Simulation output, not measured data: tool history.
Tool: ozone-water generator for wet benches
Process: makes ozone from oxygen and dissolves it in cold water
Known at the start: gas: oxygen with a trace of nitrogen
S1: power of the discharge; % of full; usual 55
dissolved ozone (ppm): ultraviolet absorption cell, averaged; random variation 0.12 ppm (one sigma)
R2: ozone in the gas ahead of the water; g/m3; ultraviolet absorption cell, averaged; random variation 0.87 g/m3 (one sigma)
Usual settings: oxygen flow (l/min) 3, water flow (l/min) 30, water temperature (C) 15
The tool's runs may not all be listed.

Run 1, hour 0: usual settings. Result: dissolved ozone (ppm) 9.2, R2 141.3 g/m3.
Run 2, hour 40.8: usual settings but water temperature (C) 16. Result: dissolved ozone (ppm) 9.1, R2 140.9 g/m3.
Run 3, hour 62.8: usual settings. Result: dissolved ozone (ppm) 9.2, R2 141.8 g/m3.
Run 4, hour 86.7: usual settings. Result: dissolved ozone (ppm) 9.3, R2 141.4 g/m3.
Run 5, hour 118.4: usual settings. Result: dissolved ozone (ppm) 9.4, R2 142.2 g/m3.
Run 6, hour 165.6: usual settings. Result: dissolved ozone (ppm) 9.3, R2 140.7 g/m3.
At hour 172.9: contactor cleaned.
Run 7, hour 214.4: usual settings. Result: dissolved ozone (ppm) 9.1, R2 142.8 g/m3.
Run 8, hour 251.9: usual settings. Result: dissolved ozone (ppm) 9.1, R2 140.8 g/m3.
Run 9, hour 288: usual settings but water flow (l/min) 42. Result: dissolved ozone (ppm) 6.6, R2 141 g/m3.
Run 10, hour 311.9: usual settings but water flow (l/min) 42. Result: dissolved ozone (ppm) 6.7, R2 141.3 g/m3.

Run 11 comes next. What will it give?
Run 11, hour 356.2: usual settings but oxygen flow (l/min) 4.74, water flow (l/min) 22. Result: dissolved ozone (ppm) ?, R2 ?.

Run 11 gave dissolved ozone (ppm) 12.5, R2 108.1 g/m3.
Without the tool's hidden state the same run would have given dissolved ozone (ppm) 13.1, R2 109.7 g/m3.
